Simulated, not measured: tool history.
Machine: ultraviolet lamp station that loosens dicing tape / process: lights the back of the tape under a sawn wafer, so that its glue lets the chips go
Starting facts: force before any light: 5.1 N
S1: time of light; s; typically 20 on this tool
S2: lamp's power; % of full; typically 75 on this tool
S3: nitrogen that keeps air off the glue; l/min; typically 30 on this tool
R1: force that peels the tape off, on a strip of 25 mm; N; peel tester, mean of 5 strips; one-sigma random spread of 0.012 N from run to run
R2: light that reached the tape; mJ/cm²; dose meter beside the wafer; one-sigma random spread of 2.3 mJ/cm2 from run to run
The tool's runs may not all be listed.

run     day  S1  S2  S3     R1   R2
  1       0  20  75  30  0.556  226
  2   1.654  20  75  30  0.538  223
  3   4.317  20  75  30  0.551  221
  4   6.038  20  75  30  0.555  223
  5   7.883  20  75  30  0.552  220
  6   9.008  20  97  30  0.334  286
  7  11.383  20  97  30  0.332  285
       12.7  -- window cleaned of glue's vapour
  8  13.267  20  97  30  0.326  286
  9  15.162  20  97  30  0.322  289
 10  17.508  19  75  30  0.605  212
 11  19.271  19  75  30  0.628  207
 12  21.021  19  75  30  0.612  213
 13  23.621  19  75  30  0.617  212
 14  25.617  20  92  30  0.356  272
 15  27.175  20  77  30  0.554  230
 16  28.942  20  77  30  0.533  231
 17  30.938  20  77  30  0.517  228
     31.112  -- window cleaned of glue's vapour
 18  32.767  20  77  30  0.528  224
     34.075  -- lamp changed
 19  35.012  20  75  30  0.566  224
 20  37.321  20  75  30  0.556  224
 21    39.4  20  75  12  0.977  222
 22  41.121  14  75  12  1.566  153
 23  42.983  14  75  12  1.584  155
 24  45.462  14  75  12  1.554  153
 25  47.033  12  92  21   1.09  167
     49.533  -- window cleaned of glue's vapour
 26  49.654  12  92  21  1.113  163
 27  50.846  11  75  57  1.107  123
 28  52.704  17  68  38  0.762  171
 29  54.442  30  87  28  0.189  389
 30  55.979  20  75  22  0.649  222
 31  57.679  10  85  30  1.356  128
 32  58.812  23  69  17  0.693  233
 33  60.004  23  69  17  0.704  232
 34  61.933  23  69  17  0.747  235
 35  64.229  23  69  17  0.702  234
 36  66.433  29  66  15  0.543  281
     67.879  -- window cleaned of glue's vapour
 37  67.879  29  66  15  0.551  286
 38  69.588  29  66  15  0.563  284
     71.308  -- lamp changed
 39   71.85  40  77  47  0.127  456
 40  73.371  33  75  15  0.334  366

Predict each of these 5 candidate next runs independently; none follows another, all start after run 40:
  A  75.217  20  61  45   ?   ?
  B  75.217  11  80  55   ?   ?
  C  75.217  33  92  18   ?   ?
  D  75.217  10  73  30   ?   ?
  E  75.217  11  75  15   ?   ?

run     R1   R2
  A  0.656  183
  B  1.057  133
  C  0.187  447
  D  1.584  106
  E  1.831  118
Stripped of hidden state, with their random variation kept, the same runs would have yielded:
run     R1   R2
  A  0.655  183
  B  1.055  133
  C  0.186  447
  D  1.582  106
  E  1.829  118

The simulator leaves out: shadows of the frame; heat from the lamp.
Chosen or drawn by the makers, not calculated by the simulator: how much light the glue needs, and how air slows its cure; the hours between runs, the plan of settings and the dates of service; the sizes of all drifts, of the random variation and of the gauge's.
